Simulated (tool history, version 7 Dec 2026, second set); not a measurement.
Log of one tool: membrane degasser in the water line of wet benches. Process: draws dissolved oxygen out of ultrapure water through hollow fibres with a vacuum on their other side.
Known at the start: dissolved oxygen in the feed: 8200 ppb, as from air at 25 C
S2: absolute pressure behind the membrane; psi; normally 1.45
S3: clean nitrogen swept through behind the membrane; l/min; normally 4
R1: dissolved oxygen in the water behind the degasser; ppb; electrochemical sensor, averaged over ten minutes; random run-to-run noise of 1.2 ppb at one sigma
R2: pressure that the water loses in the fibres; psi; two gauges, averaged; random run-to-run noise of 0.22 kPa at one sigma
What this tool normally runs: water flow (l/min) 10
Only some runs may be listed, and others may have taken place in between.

{"run": 1, "day": 0.0, "water flow (l/min)": 10, "S2": 1.45, "S3": 4, "R1": 135.1, "R2": 8.1}
{"run": 2, "day": 5.446, "water flow (l/min)": 10, "S2": 1.45, "S3": 4, "R1": 135.7, "R2": 8.138}
{"run": 3, "day": 12.2, "water flow (l/min)": 10, "S2": 1.45, "S3": 4, "R1": 135, "R2": 8.099}
{"run": 4, "day": 18.396, "water flow (l/min)": 9, "S2": 1.45, "S3": 4, "R1": 107.2, "R2": 7.274}
{"run": 5, "day": 23.0, "water flow (l/min)": 10, "S2": 1.45, "S3": 9.78, "R1": 111.6, "R2": 8.112}
{"run": 6, "day": 30.179, "water flow (l/min)": 10, "S2": 1.33, "S3": 9.78, "R1": 107, "R2": 8.183}
{"day": 31.375, "done": "vacuum gauge calibrated"}
{"run": 7, "day": 37.058, "water flow (l/min)": 10, "S2": 1.33, "S3": 9.78, "R1": 107.4, "R2": 8.183}
{"run": 8, "day": 45.1, "water flow (l/min)": 7, "S2": 2.65, "S3": 9.78, "R1": 56.3, "R2": 5.733}
{"run": 9, "day": 52.179, "water flow (l/min)": 7, "S2": 2.65, "S3": 9.78, "R1": 56.9, "R2": 5.733}

Predict the results of run 10:
{"run": 10, "day": 55.871, "water flow (l/min)": 10, "S2": 0.94, "S3": 6.39, "R1": "?", "R2": "?"}

R1: 107.8 ppb
R2: 8.272 psi
The same run, on a tool lacking any hidden state, would have yielded R1 91.7 ppb, R2 7.951 psi.
